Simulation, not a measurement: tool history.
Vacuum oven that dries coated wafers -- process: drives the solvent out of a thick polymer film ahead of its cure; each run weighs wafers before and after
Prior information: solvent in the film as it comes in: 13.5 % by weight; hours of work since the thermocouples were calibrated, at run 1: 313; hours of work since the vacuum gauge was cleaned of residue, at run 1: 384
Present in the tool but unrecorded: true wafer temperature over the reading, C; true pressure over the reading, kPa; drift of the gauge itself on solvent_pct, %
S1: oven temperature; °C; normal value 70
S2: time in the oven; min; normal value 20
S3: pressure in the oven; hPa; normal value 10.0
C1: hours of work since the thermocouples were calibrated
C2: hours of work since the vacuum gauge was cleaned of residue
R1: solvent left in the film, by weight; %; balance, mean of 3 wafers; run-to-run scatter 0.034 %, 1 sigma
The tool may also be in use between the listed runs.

run,hour,S1,S2,S3,C1,C2,R1
1,0.0,70,20,10.0,313,384,1.38
2,10.2,70,20,10.0,319,389,1.42
3,26.6,70,17,10.0,327,397,1.76
4,39.0,70,20,10.0,333,404,1.46
5,46.2,70,20,10.0,337,408,1.34
6,54.2,70,26,10.0,341,412,0.93
7,68.7,70,26,10.0,349,419,0.97
8,76.1,70,26,10.0,353,423,0.95
9,85.9,70,20,10.0,358,428,1.37
10,96.6,70,20,10.0,363,433,1.32
11,107.0,70,20,10.0,368,439,1.43
12,121.2,70,20,10.0,376,446,1.41
13,137.5,70,20,10.0,384,454,1.35
14,151.5,70,20,10.0,391,462,1.37
15,167.4,62,22,26.6,399,470,3.58
16,174.6,62,22,26.6,403,473,3.65
17,185.9,62,10,11.3,409,479,5.00
18,192.8,65,25,14.4,413,483,1.80
19,207.1,81,15,38.9,420,490,2.05
20,220.5,56,34,22.5,427,497,3.48
21,234.1,65,10,10.1,434,504,4.39
22,245.3,76,21,9.4,439,510,0.77
23,255.5,75,21,9.4,445,515,0.78
24,267.8,68,20,21.1,451,521,2.33
25,281.0,71,25,16.8,458,528,1.35
26,289.2,71,25,16.8,462,532,1.32
27,296.8,80,20,7.6,466,536,0.55
28,305.6,71,20,39.9,470,541,3.00

Each row is a separate what-if for the run after 28, all from the same tool condition, not one after another. Results?
A,316.7,71,25,6.2,476,546,?
B,316.7,85,20,13.3,476,546,?
C,316.7,84,22,5.2,476,546,?
D,316.7,84,20,39.9,476,546,?
E,316.7,70,18,14.0,476,546,?

run,R1
A,0.74
B,0.56
C,0.21
D,1.52
E,1.86
Without the tool's hidden state the same runs would have given:
run,R1
A,0.74
B,0.56
C,0.21
D,1.51
E,1.86
